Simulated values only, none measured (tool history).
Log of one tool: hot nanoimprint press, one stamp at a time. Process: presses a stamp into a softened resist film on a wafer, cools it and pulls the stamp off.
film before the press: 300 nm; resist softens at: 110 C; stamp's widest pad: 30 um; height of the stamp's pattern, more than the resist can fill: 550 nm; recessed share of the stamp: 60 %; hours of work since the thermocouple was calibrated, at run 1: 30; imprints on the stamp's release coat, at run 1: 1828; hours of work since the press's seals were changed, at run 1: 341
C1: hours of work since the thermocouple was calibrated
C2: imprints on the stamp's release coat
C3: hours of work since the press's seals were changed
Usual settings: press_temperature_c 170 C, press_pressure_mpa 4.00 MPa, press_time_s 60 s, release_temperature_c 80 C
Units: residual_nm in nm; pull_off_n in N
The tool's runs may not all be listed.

run 1 hour=0.0 | press_temperature_c=170 press_pressure_mpa=4.00 press_time_s=60 release_temperature_c=80 | C1=30 C2=1828 C3=341 | residual_nm=146.1 pull_off_n=162
run 2 hour=15.0 | press_temperature_c=170 press_pressure_mpa=5.76 press_time_s=60 release_temperature_c=80 | C1=38 C2=1856 C3=349 | residual_nm=124.4 pull_off_n=165
-- hour=32.1 stamp cleaned and given a new release coat
run 3 hour=43.3 | press_temperature_c=170 press_pressure_mpa=5.76 press_time_s=60 release_temperature_c=80 | C1=50 C2=22 C3=361 | residual_nm=123.8 pull_off_n=104
run 4 hour=55.3 | press_temperature_c=170 press_pressure_mpa=5.76 press_time_s=57 release_temperature_c=80 | C1=57 C2=44 C3=367 | residual_nm=125.9 pull_off_n=111
run 5 hour=65.4 | press_temperature_c=170 press_pressure_mpa=5.76 press_time_s=57 release_temperature_c=68 | C1=62 C2=64 C3=372 | residual_nm=126.6 pull_off_n=136
run 6 hour=74.4 | press_temperature_c=164 press_pressure_mpa=3.05 press_time_s=53 release_temperature_c=82 | C1=67 C2=81 C3=377 | residual_nm=206.6 pull_off_n=102
run 7 hour=92.8 | press_temperature_c=164 press_pressure_mpa=3.05 press_time_s=53 release_temperature_c=82 | C1=77 C2=116 C3=387 | residual_nm=205.1 pull_off_n=105
run 8 hour=111.0 | press_temperature_c=178 press_pressure_mpa=2.45 press_time_s=60 release_temperature_c=78 | C1=86 C2=150 C3=397 | residual_nm=143.1 pull_off_n=116
run 9 hour=129.9 | press_temperature_c=178 press_pressure_mpa=3.34 press_time_s=107 release_temperature_c=78 | C1=96 C2=186 C3=407 | residual_nm=97.9 pull_off_n=117
run 10 hour=144.3 | press_temperature_c=178 press_pressure_mpa=3.34 press_time_s=107 release_temperature_c=78 | C1=104 C2=213 C3=414 | residual_nm=99.2 pull_off_n=121

Forecast each of these 5 alternatives for the next run:
run A hour=162.8 | press_temperature_c=180 press_pressure_mpa=4.00 press_time_s=41 release_temperature_c=80 | C1=114 C2=248 C3=424 | residual_nm=? pull_off_n=?
run B hour=162.8 | press_temperature_c=178 press_pressure_mpa=2.77 press_time_s=99 release_temperature_c=79 | C1=114 C2=248 C3=424 | residual_nm=? pull_off_n=?
run C hour=162.8 | press_temperature_c=170 press_pressure_mpa=4.00 press_time_s=46 release_temperature_c=66 | C1=114 C2=248 C3=424 | residual_nm=? pull_off_n=?
run D hour=162.8 | press_temperature_c=162 press_pressure_mpa=4.00 press_time_s=60 release_temperature_c=86 | C1=114 C2=248 C3=424 | residual_nm=? pull_off_n=?
run E hour=162.8 | press_temperature_c=178 press_pressure_mpa=3.34 press_time_s=107 release_temperature_c=86 | C1=114 C2=248 C3=424 | residual_nm=? pull_off_n=?

run=A residual_nm=121.8 pull_off_n=113
run=B residual_nm=111.6 pull_off_n=111
run=C residual_nm=162.0 pull_off_n=152
run=D residual_nm=195.1 pull_off_n=99
run=E residual_nm=98.0 pull_off_n=100
Without the tool's hidden state the same runs would have given:
run=A residual_nm=120.5 pull_off_n=105
run=B residual_nm=110.6 pull_off_n=104
run=C residual_nm=160.4 pull_off_n=142
run=D residual_nm=193.4 pull_off_n=92
run=E residual_nm=97.0 pull_off_n=93
